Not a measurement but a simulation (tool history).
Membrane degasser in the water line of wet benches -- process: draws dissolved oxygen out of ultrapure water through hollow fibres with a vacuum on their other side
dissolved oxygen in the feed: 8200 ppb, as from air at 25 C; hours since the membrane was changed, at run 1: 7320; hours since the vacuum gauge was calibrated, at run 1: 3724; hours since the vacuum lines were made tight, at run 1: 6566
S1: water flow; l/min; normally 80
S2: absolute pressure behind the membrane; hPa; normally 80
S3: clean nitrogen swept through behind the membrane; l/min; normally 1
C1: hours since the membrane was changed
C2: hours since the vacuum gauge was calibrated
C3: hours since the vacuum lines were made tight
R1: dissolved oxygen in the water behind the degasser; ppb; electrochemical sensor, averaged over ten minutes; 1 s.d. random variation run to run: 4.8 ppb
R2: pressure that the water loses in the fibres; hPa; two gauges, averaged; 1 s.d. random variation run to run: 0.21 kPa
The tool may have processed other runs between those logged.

run,day,S1,S2,S3,C1,C2,C3,R1,R2
1,0,80,80,1,7320,3724,6566,626.1,505.2
2,9.796,127,80,1,7555,3960,6801,838.2,801.7
3,24.754,127,80,1,7914,4319,7160,836.3,803.9
4,35.367,127,80,0.81,8168,4573,7415,926.9,800.4
5,49.542,127,80,0.81,8509,4913,7755,940,804.3
6,63.588,127,80,0.81,8846,5251,8092,934,803.1
7,72.521,52,80,0.81,9060,5465,8307,547.1,332.2
8,81.592,80,53,1,9278,5683,8525,304.5,510
9,96.746,73,81,1,9641,6046,8888,607.8,461.8

Expected results for the next run?
10,105.442,113,141.3,2.32,9850,6255,9097,?,?

Run 10 gave R1 959.4 ppb, R2 722.2 hPa.
Without the tool's hidden state the same run would have given R1 936.3 ppb, R2 686.9 hPa.
